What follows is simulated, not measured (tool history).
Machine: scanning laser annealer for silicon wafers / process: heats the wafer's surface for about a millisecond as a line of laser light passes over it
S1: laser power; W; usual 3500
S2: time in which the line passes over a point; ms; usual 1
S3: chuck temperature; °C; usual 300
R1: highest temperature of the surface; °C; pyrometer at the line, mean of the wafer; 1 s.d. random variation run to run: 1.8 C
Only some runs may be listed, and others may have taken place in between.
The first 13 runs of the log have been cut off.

run   hour    S1    S2   S3    R1
 14  447.9  3500  0.95  300  1008
 15  483.9  3005  0.95  300   914
 16  526.4  3005  0.95  300   912
 17  557.6  3500     1  308  1034
 18  582.1  3500  1.11  300  1060
 19  609.8  3500  1.11  300  1058
 20    635  3500  1.11  300  1059
 21  660.5  3500  1.11  300  1059
 22  684.7  3847  0.76  312  1006
 23  716.1  3847  0.76  312  1002
 24  769.4  3711  0.84  327  1027
 25  811.9  3373  0.79  339   958
 26  864.9  3373  1.04  339  1047
 27  892.8  2977  1.08  308   945
     929.1  -- optics aligned, line set to its width
 28  932.5  3500  0.77  300   943

Estimate the outcome of run 29 from the log above:
 29  958.9  3537  0.95  313   ?

Run 29 gave R1 1033 °C.
Without the tool's hidden state the same run would have given R1 1047 °C.
